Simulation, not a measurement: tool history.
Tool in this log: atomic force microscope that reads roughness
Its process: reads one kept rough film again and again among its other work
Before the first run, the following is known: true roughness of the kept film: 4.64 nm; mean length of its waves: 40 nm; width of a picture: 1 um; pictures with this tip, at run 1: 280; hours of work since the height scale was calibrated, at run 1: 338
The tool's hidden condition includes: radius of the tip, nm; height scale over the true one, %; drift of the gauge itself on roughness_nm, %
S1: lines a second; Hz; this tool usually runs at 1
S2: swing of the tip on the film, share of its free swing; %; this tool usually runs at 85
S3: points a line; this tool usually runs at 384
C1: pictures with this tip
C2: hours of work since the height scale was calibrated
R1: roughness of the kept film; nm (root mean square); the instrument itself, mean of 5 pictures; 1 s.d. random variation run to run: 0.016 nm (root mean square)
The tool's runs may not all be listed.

run   hour    S1  S2   S3   C1   C2     R1
  1      0     1  85  384  280  338  3.249
  2   11.8     1  85  384  293  346  3.207
      20.1  -- new tip fitted
  3   26.4     1  85  384    8  355   3.74
  4   39.2     1  85  384   23  363  3.684
  5   51.9     1  85  384   38  371  3.653
  6   68.2     1  85  384   57  381  3.639
  7   78.4     1  59  384   69  388    3.9
  8   89.4     1  85  384   81  395   3.59
  9  104.4     1  85  384   99  404  3.566
 10  124.3  0.71  85  384  122  417  3.591
 11  133.5  0.71  85  384  133  422  3.572
 12  148.6  0.55  61  318  150  432  3.772
 13    161  0.55  61  318  165  440  3.757
 14  175.9     1  74  485  182  449   3.59
 15  192.5     1  74  485  202  460  3.517
 16  205.6     1  75  671  217  468   3.49
 17  225.1     1  71  384  240  480  3.492
 18  234.1     1  85  458  250  486  3.317
 19    249  0.51  59  644  268  496  3.581

For each run, the measured value with the value that run would have given without the tool's hidden condition subtracted. The run-to-run variation is shared by both, the gauge scatter possibly not:
run      R1
  1   -0.51
  2  -0.524
  3  -0.042
  4  -0.072
  5    -0.1
  6  -0.136
  7  -0.169
  8  -0.177
  9  -0.207
 10  -0.249
 11  -0.267
 12  -0.315
 13  -0.342
 14  -0.357
 15  -0.387
 16  -0.414
 17  -0.453
 18  -0.448
 19  -0.516
